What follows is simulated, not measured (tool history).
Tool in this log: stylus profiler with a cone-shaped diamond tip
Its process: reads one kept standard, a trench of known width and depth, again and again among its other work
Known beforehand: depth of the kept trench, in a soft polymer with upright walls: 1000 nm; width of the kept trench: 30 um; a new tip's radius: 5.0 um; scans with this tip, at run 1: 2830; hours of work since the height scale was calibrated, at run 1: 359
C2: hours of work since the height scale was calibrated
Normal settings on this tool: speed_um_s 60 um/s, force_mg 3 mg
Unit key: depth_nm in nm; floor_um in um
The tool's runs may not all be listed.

Run 1, hour 0: usual settings; scans with this tip 2830; C2 359. Result: depth_nm 1019.61 nm, floor_um 23.17 um.
Run 2, hour 13.8: usual settings; scans with this tip 2880; C2 365. Result: depth_nm 1019.5 nm, floor_um 23.24 um.
Run 3, hour 26.2: usual settings; scans with this tip 2926; C2 371. Result: depth_nm 1019.43 nm, floor_um 23.23 um.
Run 4, hour 50.7: usual settings; scans with this tip 3015; C2 382. Result: depth_nm 1019.68 nm, floor_um 23.22 um.
Run 5, hour 70.4: usual settings; scans with this tip 3087; C2 391. Result: depth_nm 1019.55 nm, floor_um 23.12 um.
Run 6, hour 82.6: usual settings but force_mg 1.05 mg; scans with this tip 3131; C2 397. Result: depth_nm 1009.93 nm, floor_um 22.94 um.
Run 7, hour 92.9: usual settings but force_mg 1.05 mg; scans with this tip 3169; C2 402. Result: depth_nm 1009.95 nm, floor_um 22.93 um.
Run 8, hour 115.9: usual settings but speed_um_s 57 um/s; scans with this tip 3253; C2 412. Result: depth_nm 1019.61 nm, floor_um 23.09 um.
Run 9, hour 126.3: usual settings but speed_um_s 57 um/s; scans with this tip 3291; C2 417. Result: depth_nm 1019.68 nm, floor_um 23.11 um.
Run 10, hour 145.6: usual settings but speed_um_s 57 um/s; scans with this tip 3361; C2 426. Result: depth_nm 1019.56 nm, floor_um 23.12 um.
Run 11, hour 158.5: usual settings but speed_um_s 99 um/s; scans with this tip 3408; C2 432. Result: depth_nm 1019.34 nm, floor_um 22.86 um.
Run 12, hour 176.9: usual settings but force_mg 8.4 mg; scans with this tip 3475; C2 441. Result: depth_nm 1037.34 nm, floor_um 23.17 um.
Run 13, hour 193.2: usual settings but speed_um_s 18 um/s; scans with this tip 3534; C2 448. Result: depth_nm 1020.04 nm, floor_um 23.19 um.
Run 14, hour 205.1: usual settings but speed_um_s 18 um/s; scans with this tip 3578; C2 454. Result: depth_nm 1019.69 nm, floor_um 23.2 um.
Run 15, hour 225.9: usual settings but speed_um_s 195 um/s, force_mg 2.33 mg; scans with this tip 3654; C2 463. Result: depth_nm 1017.23 nm, floor_um 22.36 um.
Run 16, hour 245.6: usual settings but speed_um_s 102 um/s, force_mg 3.18 mg; scans with this tip 3725; C2 472. Result: depth_nm 1020.53 nm, floor_um 22.83 um.
Run 17, hour 257.1: usual settings but speed_um_s 229 um/s, force_mg 5.9 mg; scans with this tip 3767; C2 478. Result: depth_nm 1030.07 nm, floor_um 22.57 um.
Run 18, hour 270.1: usual settings but speed_um_s 64 um/s, force_mg 2.07 mg; scans with this tip 3815; C2 484. Result: depth_nm 1015.92 nm, floor_um 22.92 um.
Run 19, hour 290.4: usual settings but speed_um_s 64 um/s, force_mg 2.56 mg; scans with this tip 3889; C2 493. Result: depth_nm 1017.92 nm, floor_um 22.91 um.

Run 20 comes next. What will it give?
Run 20, hour 311.1: usual settings but speed_um_s 64 um/s, force_mg 2.56 mg; scans with this tip 3964; C2 503. Result: depth_nm ?, floor_um ?.

{"run 20": {"depth_nm": 1018.39, "floor_um": 22.9}}
With no hidden state in the tool, this same run would have given depth_nm 1016.95 nm, floor_um 23.73 um.
